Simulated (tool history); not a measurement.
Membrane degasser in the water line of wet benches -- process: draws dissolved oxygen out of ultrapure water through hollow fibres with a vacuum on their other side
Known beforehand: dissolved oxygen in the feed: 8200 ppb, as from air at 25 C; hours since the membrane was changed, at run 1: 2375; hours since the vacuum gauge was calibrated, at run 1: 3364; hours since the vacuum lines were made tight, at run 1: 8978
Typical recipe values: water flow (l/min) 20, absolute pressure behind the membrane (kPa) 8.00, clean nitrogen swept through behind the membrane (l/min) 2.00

run,hour,water flow (l/min),absolute pressure behind the membrane (kPa),clean nitrogen swept through behind the membrane (l/min),hours since the membrane was changed,hours since the vacuum gauge was calibrated,hours since the vacuum lines were made tight,dissolved oxygen in the water behind the degasser (ppb),pressure that the water loses in the fibres (kPa)
1,0.0,20,8.00,2.00,2375,3364,8978,200.9,45.30
2,37.5,20,8.00,2.00,2412,3401,9015,202.7,44.97
3,113.9,20,8.00,2.00,2489,3478,9092,203.5,45.05
4,150.7,17,8.00,2.00,2526,3515,9129,161.0,38.15
5,200.3,17,8.00,2.00,2575,3564,9178,160.6,38.75
6,260.1,17,8.00,2.00,2635,3624,9238,159.5,38.30
7,305.5,20,8.00,4.73,2680,3669,9283,138.6,45.49
8,347.5,20,8.00,2.00,2722,3711,9326,200.3,45.17
9,430.1,20,8.00,2.00,2805,3794,9408,204.9,45.16
10,464.6,32,8.55,2.03,2840,3828,9443,411.2,71.89
11,542.0,17,19.67,1.04,2917,3906,9520,644.2,38.49
12,588.7,17,19.67,1.04,2964,3953,9567,652.8,38.04
13,647.3,17,8.00,5.09,3022,4011,9625,100.2,38.37
14,721.3,12,17.66,3.45,3096,4085,9699,154.6,26.83
15,805.3,12,9.98,1.13,3180,4169,9783,207.2,27.30
16,875.9,20,8.00,4.15,3251,4240,9854,147.9,45.38
17,951.2,20,5.04,5.43,3326,4315,9929,105.8,45.44
18,1017.5,21,7.33,1.48,3392,4381,9995,239.1,47.48

3 ways to go on from here, each from the tool as it stands after run 18. What would each give?
A,1089.4,20,17.38,2.00,3464,4453,10067,?,?
B,1089.4,17,4.93,0.90,3464,4453,10067,?,?
C,1089.4,20,11.43,1.04,3464,4453,10067,?,?

run,dissolved oxygen in the water behind the degasser (ppb),pressure that the water loses in the fibres (kPa)
A,422.0,45.38
B,140.9,38.40
C,427.2,45.18
Stripped of hidden state, with their random variation kept, the same runs would have yielded:
run,dissolved oxygen in the water behind the degasser (ppb),pressure that the water loses in the fibres (kPa)
A,398.8,44.28
B,126.4,37.47
C,405.4,44.08
